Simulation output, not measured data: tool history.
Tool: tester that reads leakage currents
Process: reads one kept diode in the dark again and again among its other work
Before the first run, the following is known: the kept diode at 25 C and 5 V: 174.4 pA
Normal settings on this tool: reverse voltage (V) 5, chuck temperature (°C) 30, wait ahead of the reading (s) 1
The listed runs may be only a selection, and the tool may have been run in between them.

run	day	reverse voltage (V)	chuck temperature (°C)	wait ahead of the reading (s)	current that the tester gives (pA)
1	0	5	30	1	278.59
2	5.438	5	30	1	279.88
3	14.4	5	30	1	280.77
4	21.579	5	30	1	282.01
5	27.125	5	35	1	425.94
# day 30.946: tester calibrated
6	36.217	5	35	1	420.98
7	41.712	5	35	1	426.68
8	47.112	3.06	30	1	219.47
9	54.275	5	30	2.5	284.8
# day 56.817: probe card cleaned and baked
10	62.567	5	30	2.5	277.8

What does the tool deliver on the next run?
11	72.138	2.86	30	3.84	?

current that the tester gives (pA): 208.56
Minus the tool's unlogged condition, the same run would have read current that the tester gives (pA) 200.09.

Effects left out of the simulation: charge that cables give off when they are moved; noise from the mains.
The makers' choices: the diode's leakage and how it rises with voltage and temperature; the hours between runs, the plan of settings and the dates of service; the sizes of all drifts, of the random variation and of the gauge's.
